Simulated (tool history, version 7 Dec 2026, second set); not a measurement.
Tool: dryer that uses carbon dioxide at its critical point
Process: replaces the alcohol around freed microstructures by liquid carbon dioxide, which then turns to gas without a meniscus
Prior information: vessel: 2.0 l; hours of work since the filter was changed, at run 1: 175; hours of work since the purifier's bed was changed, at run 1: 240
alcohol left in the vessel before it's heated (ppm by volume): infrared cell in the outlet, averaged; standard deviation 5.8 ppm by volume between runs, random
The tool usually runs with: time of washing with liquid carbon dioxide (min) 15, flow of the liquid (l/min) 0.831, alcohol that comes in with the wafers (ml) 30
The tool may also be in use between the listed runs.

| run | day | time of washing with liquid carbon dioxide (min) | flow of the liquid (l/min) | alcohol that comes in with the wafers (ml) | hours of work since the filter was changed | hours of work since the purifier's bed was changed | alcohol left in the vessel before it's heated (ppm by volume) |
|---|---|---|---|---|---|---|---|
| 1 | 0 | 15 | 0.831 | 30 | 175 | 240 | 346 |
| 2 | 1.421 | 15 | 0.831 | 30 | 190 | 255 | 342 |
|  | 1.704 | inlet filter changed |
| 3 | 2.708 | 15 | 0.831 | 30 | 11 | 269 | 240 |
| 4 | 4.171 | 15 | 0.831 | 30 | 27 | 285 | 243 |
| 5 | 5.471 | 15 | 0.831 | 30 | 42 | 300 | 255 |
| 6 | 6.421 | 15 | 0.708 | 30 | 52 | 310 | 476 |
| 7 | 7.925 | 15 | 0.831 | 30 | 69 | 327 | 272 |
| 8 | 9.038 | 15 | 0.831 | 30 | 82 | 340 | 281 |
| 9 | 9.679 | 15 | 0.831 | 30 | 89 | 347 | 300 |
| 10 | 10.492 | 15 | 0.831 | 30 | 98 | 356 | 304 |
| 11 | 11.596 | 15 | 0.831 | 30 | 110 | 368 | 301 |
| 12 | 12.671 | 15 | 0.831 | 30 | 122 | 380 | 315 |
| 13 | 13.4 | 15 | 0.831 | 30 | 130 | 388 | 326 |
| 14 | 14.871 | 15 | 0.831 | 84 | 146 | 404 | 836 |
| 15 | 15.542 | 15 | 0.831 | 84 | 154 | 412 | 833 |
| 16 | 16.258 | 15 | 0.781 | 84 | 162 | 420 | 1087 |
| 17 | 17.117 | 12 | 0.606 | 21 | 171 | 429 | 1166 |
| 18 | 18.554 | 12 | 0.606 | 21 | 187 | 445 | 1194 |
|  | 19.142 | inlet filter changed |
| 19 | 19.404 | 17 | 1.089 | 21 | 3 | 454 | 82 |
| 20 | 20.029 | 17 | 1.089 | 21 | 10 | 461 | 77 |
| 21 | 21.004 | 11 | 0.774 | 23 | 21 | 472 | 676 |
| 22 | 22.421 | 9 | 0.616 | 30 | 36 | 488 | 2403 |
| 23 | 23.1 | 9 | 0.616 | 30 | 44 | 495 | 2370 |
| 24 | 24.454 | 17 | 0.53 | 70 | 59 | 511 | 1820 |
| 25 | 25.621 | 11 | 0.507 | 35 | 72 | 523 | 2917 |
| 26 | 26.612 | 15 | 0.626 | 55 | 83 | 535 | 1322 |
| 27 | 27.412 | 11 | 0.925 | 76 | 92 | 543 | 1354 |

Hidden condition of the tool, last listed run before each entry between runs versus first listed run after:
In the gap between runs 2 and 3: inlet filter changed (day 1.704)
  flow that reaches the vessel past the clogged filter, %: 88.6 -> 98.7; alcohol in the recycled carbon dioxide, ppm: 38.8 -> 40.5
  measured less the result without the state, alcohol left in the vessel before it's heated (ppm by volume): +153 -> +46
In the gap between runs 18 and 19: inlet filter changed (day 19.142)
  flow that reaches the vessel past the clogged filter, %: 89.1 -> 99.5; alcohol in the recycled carbon dioxide, ppm: 62.4 -> 63.5
  measured less the result without the state, alcohol left in the vessel before it's heated (ppm by volume): +332 -> +58
